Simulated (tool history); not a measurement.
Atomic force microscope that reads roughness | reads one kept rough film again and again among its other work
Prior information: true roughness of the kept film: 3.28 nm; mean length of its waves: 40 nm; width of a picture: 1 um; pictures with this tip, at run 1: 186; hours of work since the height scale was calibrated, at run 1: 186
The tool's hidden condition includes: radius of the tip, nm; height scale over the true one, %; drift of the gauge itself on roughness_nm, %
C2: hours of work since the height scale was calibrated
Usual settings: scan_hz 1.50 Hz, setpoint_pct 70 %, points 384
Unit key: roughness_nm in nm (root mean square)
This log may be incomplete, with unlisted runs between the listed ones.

run 1 hour=0.0 | scan_hz=1.50 setpoint_pct=70 points=384 | pictures_with_this_tip=186 C2=186 | roughness_nm=2.724
run 2 hour=59.6 | scan_hz=1.50 setpoint_pct=70 points=384 | pictures_with_this_tip=259 C2=213 | roughness_nm=2.644
-- hour=105.1 new tip fitted
run 3 hour=142.9 | scan_hz=2.04 setpoint_pct=70 points=384 | pictures_with_this_tip=46 C2=251 | roughness_nm=2.836
run 4 hour=185.6 | scan_hz=2.04 setpoint_pct=70 points=384 | pictures_with_this_tip=98 C2=270 | roughness_nm=2.749
run 5 hour=227.2 | scan_hz=1.50 setpoint_pct=70 points=384 | pictures_with_this_tip=150 C2=290 | roughness_nm=2.784
run 6 hour=282.5 | scan_hz=1.50 setpoint_pct=70 points=384 | pictures_with_this_tip=217 C2=315 | roughness_nm=2.703
run 7 hour=343.1 | scan_hz=1.50 setpoint_pct=70 points=384 | pictures_with_this_tip=292 C2=342 | roughness_nm=2.629
-- hour=366.0 new tip fitted
run 8 hour=428.8 | scan_hz=1.50 setpoint_pct=70 points=321 | pictures_with_this_tip=78 C2=381 | roughness_nm=2.828
run 9 hour=516.0 | scan_hz=1.50 setpoint_pct=70 points=384 | pictures_with_this_tip=185 C2=421 | roughness_nm=2.704
run 10 hour=561.5 | scan_hz=1.50 setpoint_pct=70 points=384 | pictures_with_this_tip=241 C2=442 | roughness_nm=2.670
-- hour=569.9 height scale calibrated on a step standard
run 11 hour=602.0 | scan_hz=1.50 setpoint_pct=70 points=384 | pictures_with_this_tip=289 C2=15 | roughness_nm=2.591
-- hour=627.5 new tip fitted
run 12 hour=678.5 | scan_hz=1.50 setpoint_pct=70 points=384 | pictures_with_this_tip=63 C2=49 | roughness_nm=2.836
run 13 hour=760.8 | scan_hz=1.50 setpoint_pct=70 points=800 | pictures_with_this_tip=164 C2=87 | roughness_nm=2.722
-- hour=787.2 height scale calibrated on a step standard, once more
run 14 hour=798.2 | scan_hz=1.50 setpoint_pct=70 points=800 | pictures_with_this_tip=209 C2=5 | roughness_nm=2.718
run 15 hour=844.7 | scan_hz=1.52 setpoint_pct=58 points=663 | pictures_with_this_tip=266 C2=26 | roughness_nm=2.732
-- hour=888.1 new tip fitted
run 16 hour=907.3 | scan_hz=1.52 setpoint_pct=89 points=663 | pictures_with_this_tip=24 C2=55 | roughness_nm=2.672
run 17 hour=965.3 | scan_hz=1.09 setpoint_pct=65 points=663 | pictures_with_this_tip=95 C2=81 | roughness_nm=2.918
run 18 hour=1024.6 | scan_hz=1.15 setpoint_pct=59 points=566 | pictures_with_this_tip=168 C2=108 | roughness_nm=2.884
run 19 hour=1097.7 | scan_hz=1.15 setpoint_pct=59 points=566 | pictures_with_this_tip=258 C2=142 | roughness_nm=2.787
-- hour=1143.6 new tip fitted
run 20 hour=1182.3 | scan_hz=2.97 setpoint_pct=59 points=318 | pictures_with_this_tip=47 C2=180 | roughness_nm=2.890
run 21 hour=1226.3 | scan_hz=0.71 setpoint_pct=76 points=687 | pictures_with_this_tip=102 C2=200 | roughness_nm=2.900

Run 22 comes next. What will it give?
run 22 hour=1284.4 | scan_hz=0.71 setpoint_pct=76 points=532 | pictures_with_this_tip=173 C2=227 | roughness_nm=?

{"run 22": {"roughness_nm": 2.833}}
Minus the tool's unlogged condition, the same run would have read roughness_nm 3.039 nm (root mean square).

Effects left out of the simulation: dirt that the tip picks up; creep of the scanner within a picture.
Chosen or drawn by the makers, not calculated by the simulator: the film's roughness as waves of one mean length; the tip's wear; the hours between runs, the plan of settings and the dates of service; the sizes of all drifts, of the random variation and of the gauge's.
